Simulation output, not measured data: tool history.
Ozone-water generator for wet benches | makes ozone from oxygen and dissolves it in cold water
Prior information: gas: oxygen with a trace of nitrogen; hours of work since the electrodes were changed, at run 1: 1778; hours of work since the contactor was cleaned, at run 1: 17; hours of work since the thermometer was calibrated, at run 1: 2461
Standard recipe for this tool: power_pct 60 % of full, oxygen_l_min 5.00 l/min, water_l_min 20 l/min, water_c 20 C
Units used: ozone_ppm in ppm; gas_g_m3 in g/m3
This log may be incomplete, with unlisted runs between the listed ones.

run   hour  power_pct  oxygen_l_min  water_l_min  water_c  hours of work since the electrodes were changed  hours of work since the contactor was cleaned  hours of work since the thermometer was calibrated  ozone_ppm  gas_g_m3
  1    0.0         60          5.00           20       20                                             1778                                             17                                                2461       18.9     214.2
  2   32.4         60          5.00           20       20                                             1808                                             46                                                2491       18.8     213.8
  3   72.4         46          5.00           20       20                                             1844                                             83                                                2527       15.5     178.4
  4  106.8         60          4.61           20       20                                             1875                                            114                                                2558       18.7     221.7
  5  136.2         60          5.00           20       23                                             1902                                            141                                                2585       17.5     211.2
  6  161.0         60          5.00           18       23                                             1924                                            163                                                2607       19.3     212.3
  7  200.1         60          5.31           20       20                                             1960                                            199                                                2643       18.5     203.4
  8  247.3         60          5.31           20       20                                             2003                                            241                                                2686       18.0     203.9
  9  276.3         80          5.31           16       20                                             2029                                            268                                                2712       26.0     244.2
 10  312.4         80          5.31           15       20                                             2062                                            300                                                2745       27.4     242.0
 11  366.8         60          2.81           20       19                                             2111                                            350                                                2794       19.2     307.4
 12  420.1         60          2.81           20       19                                             2160                                            398                                                2843       18.8     305.9
 13  461.9         60          2.81           20       15                                             2198                                            436                                                2880       19.8     305.5
 14  517.7         60          8.49           26       19                                             2248                                            487                                                2931       13.7     145.4
 15  569.4         87          5.00           20       20                                             2295                                            534                                                2978       22.8     260.7
 16  609.9         87          5.00           20       20                                             2332                                            571                                                3015       22.6     257.8

For some of the steps in ozone_ppm from one run to the next: how much would appear even if the tool had no hidden state, given the settings, what came in and random variation, and how much remains for the hidden state plus any gauge scatter that the measured result and the result without hidden state don't share?
The hidden state here: yield of the discharge, % of new electrodes'; contactor's efficiency, % of a clean one's; true water temperature over the reading, C; drift of the gauge itself on ozone_ppm, %; drift of the gauge itself on gas_g_m3, %.
Run 14 -> 15: power_pct 60 -> 87, oxygen_l_min 8.49 -> 5.00, water_l_min 26 -> 20, water_c 19 -> 20. ozone_ppm +9.1 ppm: hidden state -2.3, all else +11.4.

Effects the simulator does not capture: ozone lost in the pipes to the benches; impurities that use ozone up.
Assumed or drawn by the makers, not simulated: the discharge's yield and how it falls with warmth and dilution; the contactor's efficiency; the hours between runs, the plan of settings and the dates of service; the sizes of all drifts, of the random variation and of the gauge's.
